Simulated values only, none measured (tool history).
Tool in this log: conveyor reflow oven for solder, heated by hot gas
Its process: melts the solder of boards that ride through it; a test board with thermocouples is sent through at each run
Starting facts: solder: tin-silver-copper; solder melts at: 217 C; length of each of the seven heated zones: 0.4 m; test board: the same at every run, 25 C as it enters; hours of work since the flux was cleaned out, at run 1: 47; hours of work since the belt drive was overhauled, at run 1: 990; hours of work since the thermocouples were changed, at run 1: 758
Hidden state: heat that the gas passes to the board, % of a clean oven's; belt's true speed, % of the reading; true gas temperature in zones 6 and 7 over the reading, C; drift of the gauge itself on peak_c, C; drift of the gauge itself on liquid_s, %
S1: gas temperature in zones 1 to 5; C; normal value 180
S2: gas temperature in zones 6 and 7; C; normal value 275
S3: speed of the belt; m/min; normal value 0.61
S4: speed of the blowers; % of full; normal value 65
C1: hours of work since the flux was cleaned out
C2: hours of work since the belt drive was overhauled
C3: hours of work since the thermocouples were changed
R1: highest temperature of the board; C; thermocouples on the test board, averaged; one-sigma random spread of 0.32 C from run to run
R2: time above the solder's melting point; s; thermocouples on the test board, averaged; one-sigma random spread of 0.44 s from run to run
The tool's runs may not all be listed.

run	hour	S1	S2	S3	S4	C1	C2	C3	R1	R2
1	0	180	275	0.61	65	47	990	758	261.8	69
# hour 6.4: belt drive overhauled, speed set with a stopwatch
2	27.8	180	275	0.61	65	59	11	771	260.9	65.5
3	48.9	180	275	0.61	65	70	22	782	260.3	66.5
4	80.3	180	275	0.61	65	86	38	798	260.7	66.3
5	105	180	275	0.61	65	99	51	811	260.1	66
6	141.2	180	275	0.61	65	118	70	829	261.3	67.2
7	161.4	180	275	0.61	65	128	80	840	260.2	66.2
8	206.5	180	275	0.61	65	152	104	863	259.6	66.8
9	252.1	180	275	0.61	65	175	127	887	260	66.1
10	295.9	180	275	0.61	65	198	150	909	260.2	66.6
11	328.6	184	283	0.61	65	215	167	926	267.9	71.7
# hour 367.6: flux residue cleaned out of gas plates and filters
12	375.4	192	283	0.652	58	4	188	948	265.8	68.5
13	407.9	182	277	0.61	65	21	205	965	263.1	69.1
14	448.7	182	277	0.608	65	42	226	986	263.4	69.1
15	473.1	182	276	0.608	79	55	239	999	266.4	71
16	502.2	187	281	0.61	65	70	254	1014	267.6	73.6
17	525.8	180	275	0.612	59	82	266	1026	258.4	65.2
18	567.6	181	286	0.56	90	104	288	1047	279.8	81.8
19	601.8	176	286	0.56	90	121	306	1065	279.4	80.8
20	631.8	176	286	0.56	90	137	321	1081	279.6	80.6

Branching from run 20: 3 alternative next runs. What would each branch give?
A	670.3	187	274	0.56	59	157	341	1101	?	?
B	670.3	173	265	0.61	68	157	341	1101	?	?
C	670.3	166	275	0.61	65	157	341	1101	?	?

run	R1	R2
A	261.8	76.5
B	252	58.6
C	258.2	59.8
With no hidden state in the tool, these same runs would have given:
run	R1	R2
A	260	74.9
B	250.4	57.2
C	256.6	58.5
